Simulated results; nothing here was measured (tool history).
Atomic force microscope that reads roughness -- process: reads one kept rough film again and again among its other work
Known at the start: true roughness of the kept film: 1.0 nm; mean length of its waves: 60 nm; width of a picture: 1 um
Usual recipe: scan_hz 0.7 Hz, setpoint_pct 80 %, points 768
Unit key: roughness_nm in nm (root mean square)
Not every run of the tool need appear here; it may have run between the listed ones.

| run | hour | scan_hz | setpoint_pct | points | roughness_nm |
|---|---|---|---|---|---|
| 1 | 0 | 0.7 | 80 | 768 | 0.955 |
|  | 7.8 | new tip fitted |
| 2 | 21.1 | 2.683 | 80 | 768 | 0.911 |
| 3 | 34.2 | 3.642 | 80 | 768 | 0.875 |
|  | 48.3 | new tip fitted |
| 4 | 54.3 | 0.7 | 80 | 768 | 0.97 |
| 5 | 68 | 0.7 | 80 | 768 | 0.964 |
| 6 | 83.1 | 0.7 | 68 | 768 | 0.966 |
|  | 88 | new tip fitted |
| 7 | 101.9 | 0.7 | 80 | 768 | 0.963 |
| 8 | 112.8 | 0.7 | 60 | 768 | 0.97 |
| 9 | 125.7 | 0.7 | 60 | 457 | 0.967 |
|  | 127.4 | new tip fitted |
| 10 | 146.4 | 0.7 | 60 | 457 | 0.98 |
| 11 | 156.8 | 0.7 | 89 | 768 | 0.946 |
|  | 166.8 | new tip fitted |
| 12 | 170.2 | 0.7 | 89 | 768 | 0.951 |
| 13 | 179.7 | 0.7 | 89 | 768 | 0.95 |
| 14 | 195.1 | 0.7 | 89 | 768 | 0.943 |
|  | 206.1 | new tip fitted |
| 15 | 209.1 | 0.7 | 89 | 768 | 0.951 |
| 16 | 229.5 | 2.971 | 64 | 768 | 0.945 |
| 17 | 240.9 | 1.14 | 78 | 293 | 0.937 |
|  | 243.7 | height scale calibrated on a step standard |
|  | 246.8 | new tip fitted |
| 18 | 259.8 | 0.621 | 65 | 293 | 0.971 |
| 19 | 276.8 | 0.7 | 63 | 268 | 0.965 |
|  | 287 | new tip fitted |
| 20 | 289.2 | 1.984 | 61 | 889 | 0.96 |
| 21 | 306.9 | 1.984 | 81 | 425 | 0.92 |
| 22 | 316.5 | 1.154 | 69 | 819 | 0.956 |
|  | 327.3 | new tip fitted |
| 23 | 332.6 | 1.154 | 69 | 908 | 0.973 |
| 24 | 350.7 | 0.713 | 56 | 680 | 0.976 |
|  | 362.8 | height scale calibrated on a step standard, once more |
|  | 367.4 | new tip fitted |
| 25 | 367.4 | 1.882 | 78 | 571 | 0.945 |

Consider 3 possible next runs. They are alternatives, not a sequence: every one starts from the tool as it was left by run 25. What does each give?
| A | 387.7 | 0.831 | 80 | 768 | ? |
| B | 387.7 | 2.018 | 78 | 455 | ? |
| C | 387.7 | 3.487 | 79 | 891 | ? |

| run | roughness_nm |
|---|---|
| A | 0.961 |
| B | 0.933 |
| C | 0.892 |
Without the tool's hidden state the same runs would have given:
| run | roughness_nm |
|---|---|
| A | 0.965 |
| B | 0.937 |
| C | 0.896 |
